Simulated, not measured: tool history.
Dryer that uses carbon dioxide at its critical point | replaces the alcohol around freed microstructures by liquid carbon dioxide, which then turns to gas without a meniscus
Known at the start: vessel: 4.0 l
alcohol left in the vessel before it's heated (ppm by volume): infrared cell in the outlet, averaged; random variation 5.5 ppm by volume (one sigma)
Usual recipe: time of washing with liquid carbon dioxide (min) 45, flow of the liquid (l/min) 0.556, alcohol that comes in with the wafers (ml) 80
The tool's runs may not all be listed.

run,day,time of washing with liquid carbon dioxide (min),flow of the liquid (l/min),alcohol that comes in with the wafers (ml),alcohol left in the vessel before it's heated (ppm by volume)
1,0,45,0.556,80,240
2,0.6,45,0.556,44,158
3,1.242,45,0.556,80,253
4,1.562,59,0.556,80,95
5,2.062,59,0.556,23,61
6,2.825,59,0.409,23,134
7,3.4,59,0.409,23,135
8,4.004,59,0.409,23,143
9,4.721,59,0.409,23,128
10,5.271,59,0.409,23,150
11,5.825,59,0.409,23,134
12,6.296,59,0.409,23,130
13,6.646,59,0.409,23,144
14,7.208,59,0.409,23,152
15,7.817,59,0.409,23,146
16,8.446,59,0.409,24,152
17,8.996,59,0.409,24,158
18,9.333,59,0.409,24,150
19,9.708,59,0.409,24,160
20,10.475,59,0.409,24,161
21,11.217,59,0.409,24,171
22,11.792,59,0.409,24,172
23,12.492,45,0.554,29,160
24,13.188,45,0.554,29,152
25,13.821,45,0.554,29,158
26,14.279,45,0.695,80,150

What will run 27 give?
27,14.588,45,0.695,80,?

alcohol left in the vessel before it's heated (ppm by volume): 151
Without the tool's hidden state the same run would have given alcohol left in the vessel before it's heated (ppm by volume) 43.
